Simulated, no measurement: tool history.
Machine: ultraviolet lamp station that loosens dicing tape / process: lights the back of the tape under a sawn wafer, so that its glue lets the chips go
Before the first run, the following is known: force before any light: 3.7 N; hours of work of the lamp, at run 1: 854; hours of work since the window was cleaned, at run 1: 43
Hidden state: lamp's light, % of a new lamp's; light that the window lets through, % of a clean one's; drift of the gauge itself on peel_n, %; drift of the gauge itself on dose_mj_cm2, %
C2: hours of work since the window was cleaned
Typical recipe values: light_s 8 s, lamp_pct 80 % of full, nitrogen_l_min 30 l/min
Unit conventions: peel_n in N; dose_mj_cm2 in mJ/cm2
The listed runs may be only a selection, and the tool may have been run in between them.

run 1 hour=0.0 | light_s=8 lamp_pct=80 nitrogen_l_min=30 | hours_of_work_of_the_lamp=854 C2=43 | peel_n=0.627 dose_mj_cm2=230
run 2 hour=40.6 | light_s=8 lamp_pct=80 nitrogen_l_min=30 | hours_of_work_of_the_lamp=884 C2=74 | peel_n=0.632 dose_mj_cm2=220
run 3 hour=86.3 | light_s=8 lamp_pct=80 nitrogen_l_min=30 | hours_of_work_of_the_lamp=919 C2=108 | peel_n=0.660 dose_mj_cm2=221
run 4 hour=128.8 | light_s=8 lamp_pct=80 nitrogen_l_min=30 | hours_of_work_of_the_lamp=950 C2=140 | peel_n=0.677 dose_mj_cm2=214
run 5 hour=189.3 | light_s=12 lamp_pct=80 nitrogen_l_min=30 | hours_of_work_of_the_lamp=996 C2=185 | peel_n=0.400 dose_mj_cm2=308
run 6 hour=233.5 | light_s=5 lamp_pct=80 nitrogen_l_min=30 | hours_of_work_of_the_lamp=1029 C2=218 | peel_n=1.292 dose_mj_cm2=128
run 7 hour=280.9 | light_s=5 lamp_pct=80 nitrogen_l_min=30 | hours_of_work_of_the_lamp=1065 C2=254 | peel_n=1.302 dose_mj_cm2=122
run 8 hour=361.8 | light_s=5 lamp_pct=80 nitrogen_l_min=30 | hours_of_work_of_the_lamp=1125 C2=315 | peel_n=1.344 dose_mj_cm2=116
run 9 hour=453.5 | light_s=5 lamp_pct=80 nitrogen_l_min=30 | hours_of_work_of_the_lamp=1194 C2=384 | peel_n=1.343 dose_mj_cm2=114
run 10 hour=525.4 | light_s=5 lamp_pct=80 nitrogen_l_min=30 | hours_of_work_of_the_lamp=1248 C2=437 | peel_n=1.457 dose_mj_cm2=109
run 11 hour=595.4 | light_s=5 lamp_pct=80 nitrogen_l_min=30 | hours_of_work_of_the_lamp=1301 C2=490 | peel_n=1.500 dose_mj_cm2=105
-- hour=604.1 window cleaned of glue's vapour
run 12 hour=673.3 | light_s=8 lamp_pct=80 nitrogen_l_min=30 | hours_of_work_of_the_lamp=1359 C2=52 | peel_n=0.745 dose_mj_cm2=193
run 13 hour=753.5 | light_s=7 lamp_pct=64 nitrogen_l_min=29 | hours_of_work_of_the_lamp=1419 C2=112 | peel_n=1.179 dose_mj_cm2=132
-- hour=827.8 lamp changed
run 14 hour=846.3 | light_s=5 lamp_pct=88 nitrogen_l_min=21 | hours_of_work_of_the_lamp=14 C2=181 | peel_n=1.032 dose_mj_cm2=183
run 15 hour=902.6 | light_s=5 lamp_pct=60 nitrogen_l_min=21 | hours_of_work_of_the_lamp=56 C2=223 | peel_n=1.490 dose_mj_cm2=123
run 16 hour=978.2 | light_s=5 lamp_pct=74 nitrogen_l_min=15 | hours_of_work_of_the_lamp=113 C2=280 | peel_n=1.495 dose_mj_cm2=145
run 17 hour=1069.0 | light_s=5 lamp_pct=64 nitrogen_l_min=11 | hours_of_work_of_the_lamp=181 C2=348 | peel_n=1.872 dose_mj_cm2=119
run 18 hour=1117.1 | light_s=6 lamp_pct=74 nitrogen_l_min=15 | hours_of_work_of_the_lamp=217 C2=384 | peel_n=1.316 dose_mj_cm2=160
run 19 hour=1205.1 | light_s=15 lamp_pct=67 nitrogen_l_min=27 | hours_of_work_of_the_lamp=283 C2=450 | peel_n=0.368 dose_mj_cm2=354
-- hour=1269.8 window cleaned of glue's vapour
run 20 hour=1297.0 | light_s=10 lamp_pct=68 nitrogen_l_min=16 | hours_of_work_of_the_lamp=352 C2=20 | peel_n=0.663 dose_mj_cm2=274
run 21 hour=1361.2 | light_s=8 lamp_pct=69 nitrogen_l_min=42 | hours_of_work_of_the_lamp=400 C2=69 | peel_n=0.551 dose_mj_cm2=216
run 22 hour=1428.5 | light_s=8 lamp_pct=69 nitrogen_l_min=42 | hours_of_work_of_the_lamp=451 C2=119 | peel_n=0.591 dose_mj_cm2=211
run 23 hour=1479.1 | light_s=8 lamp_pct=79 nitrogen_l_min=26 | hours_of_work_of_the_lamp=489 C2=157 | peel_n=0.607 dose_mj_cm2=236

Run 24, settings as shown, results not yet in. Your forecast:
run 24 hour=1523.7 | light_s=8 lamp_pct=79 nitrogen_l_min=25 | hours_of_work_of_the_lamp=522 C2=191 | peel_n=? dose_mj_cm2=?

Run 24 yielded peel_n 0.656 N, dose_mj_cm2 237 mJ/cm2.
Minus the tool's unlogged condition, the same run would have read peel_n 0.507 N, dose_mj_cm2 285 mJ/cm2.
